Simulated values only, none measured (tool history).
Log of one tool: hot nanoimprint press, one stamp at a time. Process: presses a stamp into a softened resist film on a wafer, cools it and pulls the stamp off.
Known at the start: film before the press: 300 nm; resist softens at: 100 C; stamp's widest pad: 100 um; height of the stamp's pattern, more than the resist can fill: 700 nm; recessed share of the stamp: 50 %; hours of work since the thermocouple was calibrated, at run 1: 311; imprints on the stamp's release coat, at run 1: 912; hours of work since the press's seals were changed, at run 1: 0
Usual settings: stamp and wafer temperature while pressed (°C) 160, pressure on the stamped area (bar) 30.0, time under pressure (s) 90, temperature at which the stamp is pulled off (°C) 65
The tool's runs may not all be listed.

| run | hour | stamp and wafer temperature while pressed (°C) | pressure on the stamped area (bar) | time under pressure (s) | temperature at which the stamp is pulled off (°C) | hours of work since the thermocouple was calibrated | imprints on the stamp's release coat | hours of work since the press's seals were changed | resist left under the stamp's widest pad (Å) | greatest force while the stamp is pulled off (N) |
|---|---|---|---|---|---|---|---|---|---|---|
| 1 | 0.0 | 160 | 30.0 | 90 | 65 | 311 | 912 | 0 | 1608 | 238 |
| 2 | 59.6 | 152 | 30.0 | 90 | 65 | 351 | 1235 | 41 | 2253 | 237 |
| 3 | 103.0 | 152 | 30.0 | 90 | 65 | 381 | 1470 | 70 | 2268 | 236 |
|  | 135.4 | plate thermocouple calibrated |
| 4 | 185.8 | 160 | 30.0 | 90 | 65 | 34 | 1903 | 124 | 1609 | 230 |
| 5 | 234.5 | 160 | 30.0 | 90 | 65 | 67 | 2168 | 158 | 1613 | 228 |
|  | 297.9 | stamp cleaned and given a new release coat |
| 6 | 326.9 | 160 | 30.0 | 90 | 65 | 126 | 157 | 216 | 1607 | 232 |
| 7 | 371.5 | 160 | 27.4 | 90 | 65 | 157 | 399 | 247 | 1677 | 234 |
| 8 | 459.9 | 160 | 30.0 | 152 | 65 | 217 | 879 | 307 | 1351 | 237 |
| 9 | 516.1 | 160 | 30.0 | 152 | 65 | 255 | 1184 | 345 | 1328 | 226 |
| 10 | 582.2 | 160 | 30.0 | 59 | 65 | 300 | 1543 | 390 | 1865 | 234 |
| 11 | 627.7 | 160 | 30.0 | 59 | 65 | 331 | 1789 | 421 | 1872 | 237 |
| 12 | 687.6 | 160 | 30.0 | 90 | 65 | 372 | 2115 | 462 | 1626 | 234 |
|  | 730.4 | plate thermocouple calibrated |
|  | 764.6 | stamp cleaned and given a new release coat |
| 13 | 774.3 | 160 | 30.0 | 90 | 65 | 26 | 53 | 515 | 1639 | 224 |
|  | 825.4 | press's hydraulic seals changed and the load cell set to zero |
| 14 | 844.1 | 160 | 30.0 | 90 | 65 | 68 | 388 | 13 | 1620 | 225 |
| 15 | 901.4 | 160 | 30.0 | 90 | 73 | 107 | 700 | 52 | 1631 | 208 |
| 16 | 982.6 | 154 | 30.0 | 90 | 60 | 162 | 1140 | 107 | 2158 | 239 |
| 17 | 1024.3 | 154 | 24.3 | 90 | 70 | 190 | 1367 | 135 | 2281 | 212 |
| 18 | 1104.4 | 154 | 28.5 | 60 | 70 | 245 | 1801 | 190 | 2400 | 216 |
| 19 | 1148.0 | 154 | 28.5 | 60 | 70 | 275 | 2038 | 219 | 2376 | 219 |
| 20 | 1188.2 | 154 | 28.5 | 60 | 70 | 302 | 2256 | 247 | 2366 | 218 |
|  | 1236.9 | stamp cleaned and given a new release coat |
| 21 | 1274.2 | 154 | 28.5 | 60 | 70 | 356 | 202 | 301 | 2405 | 211 |
|  | 1340.0 | plate thermocouple calibrated |
| 22 | 1354.5 | 154 | 24.0 | 119 | 69 | 10 | 621 | 354 | 2145 | 222 |
| 23 | 1436.1 | 160 | 30.0 | 156 | 65 | 65 | 1064 | 409 | 1344 | 239 |
| 24 | 1524.5 | 160 | 30.0 | 156 | 65 | 126 | 1544 | 470 | 1351 | 240 |
| 25 | 1610.7 | 162 | 47.4 | 166 | 56 | 184 | 2012 | 528 | 949 | 266 |
|  | 1640.2 | press's hydraulic seals changed and the load cell set to zero |
|  | 1710.1 | stamp cleaned and given a new release coat |
| 26 | 1716.5 | 162 | 47.4 | 166 | 56 | 247 | 34 | 48 | 942 | 256 |
|  | 1748.4 | gauge calibrated |
| 27 | 1755.4 | 161 | 30.0 | 90 | 52 | 273 | 245 | 74 | 1535 | 277 |
| 28 | 1824.0 | 165 | 30.0 | 90 | 52 | 320 | 618 | 121 | 1256 | 265 |

5 ways to go on from here, each from the tool as it stands after run 28. What would each give?
| A | 1879.3 | 151 | 36.8 | 90 | 56 | 357 | 918 | 159 | ? | ? |
| B | 1879.3 | 160 | 39.5 | 90 | 65 | 357 | 918 | 159 | ? | ? |
| C | 1879.3 | 165 | 42.9 | 90 | 52 | 357 | 918 | 159 | ? | ? |
| D | 1879.3 | 151 | 44.0 | 90 | 52 | 357 | 918 | 159 | ? | ? |
| E | 1879.3 | 167 | 30.0 | 64 | 58 | 357 | 918 | 159 | ? | ? |

| run | resist left under the stamp's widest pad (Å) | greatest force while the stamp is pulled off (N) |
|---|---|---|
| A | 2262 | 259 |
| B | 1422 | 226 |
| C | 1055 | 273 |
| D | 2128 | 274 |
| E | 1277 | 248 |
Without the tool's hidden state the same runs would have given:
| run | resist left under the stamp's widest pad (Å) | greatest force while the stamp is pulled off (N) |
|---|---|---|
| A | 2256 | 258 |
| B | 1418 | 225 |
| C | 1052 | 272 |
| D | 2122 | 273 |
| E | 1274 | 247 |
